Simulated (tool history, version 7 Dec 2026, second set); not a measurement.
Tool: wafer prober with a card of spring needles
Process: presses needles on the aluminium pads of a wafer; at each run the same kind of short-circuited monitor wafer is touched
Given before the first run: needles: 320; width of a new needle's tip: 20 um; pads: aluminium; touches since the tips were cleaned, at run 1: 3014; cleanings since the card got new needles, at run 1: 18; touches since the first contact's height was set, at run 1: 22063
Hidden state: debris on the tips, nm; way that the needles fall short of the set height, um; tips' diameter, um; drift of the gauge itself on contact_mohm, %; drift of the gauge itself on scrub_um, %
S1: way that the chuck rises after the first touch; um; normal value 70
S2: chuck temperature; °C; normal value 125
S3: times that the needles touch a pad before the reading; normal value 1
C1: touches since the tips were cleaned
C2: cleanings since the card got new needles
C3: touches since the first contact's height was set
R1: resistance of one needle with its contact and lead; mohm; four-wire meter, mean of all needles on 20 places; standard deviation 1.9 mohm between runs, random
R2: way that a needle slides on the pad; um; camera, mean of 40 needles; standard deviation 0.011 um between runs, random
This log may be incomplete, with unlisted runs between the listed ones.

run 1 day=0.000 | S1=70 S2=125 S3=1 | C1=3014 C2=18 C3=22063 | R1=199 R2=19.56
run 2 day=0.404 | S1=70 S2=125 S3=1 | C1=6397 C2=18 C3=25446 | R1=203 R2=19.53
-- day=0.692 tips cleaned on abrasive film
run 3 day=1.008 | S1=70 S2=125 S3=1 | C1=2620 C2=19 C3=30428 | R1=203 R2=19.55
run 4 day=1.367 | S1=70 S2=125 S3=1 | C1=5635 C2=19 C3=33443 | R1=205 R2=19.56
-- day=1.750 tips cleaned on abrasive film
run 5 day=2.092 | S1=70 S2=27 S3=1 | C1=2832 C2=20 C3=39429 | R1=176 R2=19.54
-- day=2.779 tips cleaned on abrasive film
run 6 day=2.896 | S1=70 S2=97 S3=1 | C1=982 C2=21 C3=46118 | R1=194 R2=19.55
run 7 day=3.271 | S1=70 S2=97 S3=2 | C1=4100 C2=21 C3=49236 | R1=193 R2=19.54
run 8 day=3.633 | S1=70 S2=97 S3=2 | C1=7135 C2=21 C3=52271 | R1=197 R2=19.53
-- day=3.867 tips cleaned on abrasive film
run 9 day=4.092 | S1=70 S2=97 S3=2 | C1=1886 C2=22 C3=56048 | R1=195 R2=19.53
run 10 day=4.812 | S1=70 S2=97 S3=1 | C1=7914 C2=22 C3=62076 | R1=198 R2=19.54
-- day=4.929 tips cleaned on abrasive film
run 11 day=5.333 | S1=70 S2=55 S3=1 | C1=3364 C2=23 C3=66365 | R1=185 R2=19.55
run 12 day=5.792 | S1=70 S2=55 S3=1 | C1=7182 C2=23 C3=70183 | R1=188 R2=19.53
-- day=5.962 tips cleaned on abrasive film
run 13 day=6.321 | S1=70 S2=55 S3=1 | C1=2976 C2=24 C3=74574 | R1=188 R2=19.53
-- day=6.871 height of the first contact set anew
run 14 day=6.938 | S1=70 S2=125 S3=1 | C1=8022 C2=24 C3=551 | R1=205 R2=19.54
-- day=6.996 tips cleaned on abrasive film
run 15 day=7.308 | S1=70 S2=125 S3=2 | C1=2602 C2=25 C3=3605 | R1=204 R2=19.55
run 16 day=7.717 | S1=70 S2=125 S3=2 | C1=5999 C2=25 C3=7002 | R1=202 R2=19.57
-- day=8.025 tips cleaned on abrasive film
run 17 day=8.162 | S1=70 S2=125 S3=2 | C1=1161 C2=26 C3=10694 | R1=202 R2=19.55
run 18 day=8.658 | S1=60 S2=63 S3=1 | C1=5295 C2=26 C3=14828 | R1=194 R2=16.74
-- day=9.083 tips cleaned on abrasive film
run 19 day=9.179 | S1=59 S2=38 S3=2 | C1=794 C2=27 C3=19141 | R1=187 R2=16.48
run 20 day=9.738 | S1=70 S2=26 S3=3 | C1=5438 C2=27 C3=23785 | R1=179 R2=19.53
-- day=10.154 tips cleaned on abrasive film
run 21 day=10.558 | S1=70 S2=29 S3=2 | C1=3388 C2=28 C3=30615 | R1=181 R2=19.52
-- day=11.175 tips cleaned on abrasive film
run 22 day=11.175 | S1=69 S2=39 S3=1 | C1=0 C2=29 C3=35705 | R1=181 R2=19.25
run 23 day=11.692 | S1=69 S2=39 S3=1 | C1=4306 C2=29 C3=40011 | R1=185 R2=19.29
run 24 day=12.179 | S1=69 S2=39 S3=1 | C1=8385 C2=29 C3=44090 | R1=186 R2=19.26
-- day=12.233 tips cleaned on abrasive film
run 25 day=12.696 | S1=70 S2=39 S3=2 | C1=3859 C2=30 C3=48350 | R1=185 R2=19.53
-- day=13.262 tips cleaned on abrasive film
run 26 day=13.442 | S1=70 S2=39 S3=2 | C1=1483 C2=31 C3=54551 | R1=185 R2=19.54
run 27 day=14.225 | S1=70 S2=43 S3=1 | C1=8013 C2=31 C3=61081 | R1=185 R2=19.54
-- day=14.308 tips cleaned on abrasive film
run 28 day=14.792 | S1=70 S2=29 S3=1 | C1=4054 C2=32 C3=65792 | R1=182 R2=19.52
-- day=15.379 tips cleaned on abrasive film
run 29 day=15.467 | S1=70 S2=65 S3=2 | C1=730 C2=33 C3=71383 | R1=190 R2=19.53
run 30 day=15.975 | S1=51 S2=76 S3=2 | C1=4941 C2=33 C3=75594 | R1=199 R2=14.23
-- day=16.396 height of the first contact set anew
-- day=16.458 tips cleaned on abrasive film
run 31 day=16.588 | S1=54 S2=88 S3=3 | C1=1081 C2=34 C3=1556 | R1=196 R2=15.08
run 32 day=17.221 | S1=54 S2=121 S3=3 | C1=6374 C2=34 C3=6849 | R1=205 R2=15.08
-- day=17.538 tips cleaned on abrasive film
run 33 day=18.029 | S1=55 S2=125 S3=1 | C1=4106 C2=35 C3=13543 | R1=204 R2=15.35

Describe how what the log doesn't record of the tool's condition differs between the last listed run preceding each entry between runs and the first listed run following it.
Logged between run 2 and run 3: tips cleaned on abrasive film (day 0.692)
  debris on the tips, nm: 0.6 -> 0.4
Logged between run 4 and run 5: tips cleaned on abrasive film (day 1.750)
  debris on the tips, nm: 0.6 -> 0.4
Logged between run 5 and run 6: tips cleaned on abrasive film (day 2.779)
  debris on the tips, nm: 0.4 -> 0.2; tips' diameter, um: 20 -> 20.01
Logged between run 8 and run 9: tips cleaned on abrasive film (day 3.867)
  debris on the tips, nm: 0.7 -> 0.3
Logged between run 10 and run 11: tips cleaned on abrasive film (day 4.929)
  debris on the tips, nm: 0.7 -> 0.4
Logged between run 12 and run 13: tips cleaned on abrasive film (day 5.962)
  debris on the tips, nm: 0.6 -> 0.4; way that the needles fall short of the set height, um: 0 -> 0.01
Logged between run 13 and run 14: height of the first contact set anew (day 6.871)
  debris on the tips, nm: 0.4 -> 0.7; way that the needles fall short of the set height, um: 0.01 -> 0
Logged between run 14 and run 15: tips cleaned on abrasive film (day 6.996)
  debris on the tips, nm: 0.7 -> 0.4
Logged between run 16 and run 17: tips cleaned on abrasive film (day 8.025)
  debris on the tips, nm: 0.6 -> 0.2
Logged between run 18 and run 19: tips cleaned on abrasive film (day 9.083)
  debris on the tips, nm: 0.6 -> 0.2
Logged between run 20 and run 21: tips cleaned on abrasive film (day 10.154)
  debris on the tips, nm: 0.6 -> 0.4
Logged between run 21 and run 22: tips cleaned on abrasive film (day 11.175)
  debris on the tips, nm: 0.4 -> 0.1
Logged between run 24 and run 25: tips cleaned on abrasive film (day 12.233)
  debris on the tips, nm: 0.7 -> 0.5
Logged between run 25 and run 26: tips cleaned on abrasive film (day 13.262)
  debris on the tips, nm: 0.5 -> 0.3; way that the needles fall short of the set height, um: 0 -> 0.01
Logged between run 27 and run 28: tips cleaned on abrasive film (day 14.308)
  debris on the tips, nm: 0.7 -> 0.5
Logged between run 28 and run 29: tips cleaned on abrasive film (day 15.379)
  debris on the tips, nm: 0.5 -> 0.2
Logged between run 30 and run 31: height of the first contact set anew (day 16.396); tips cleaned on abrasive film (day 16.458)
  debris on the tips, nm: 0.6 -> 0.2; way that the needles fall short of the set height, um: 0.01 -> 0
Logged between run 32 and run 33: tips cleaned on abrasive film (day 17.538)
  debris on the tips, nm: 0.6 -> 0.4
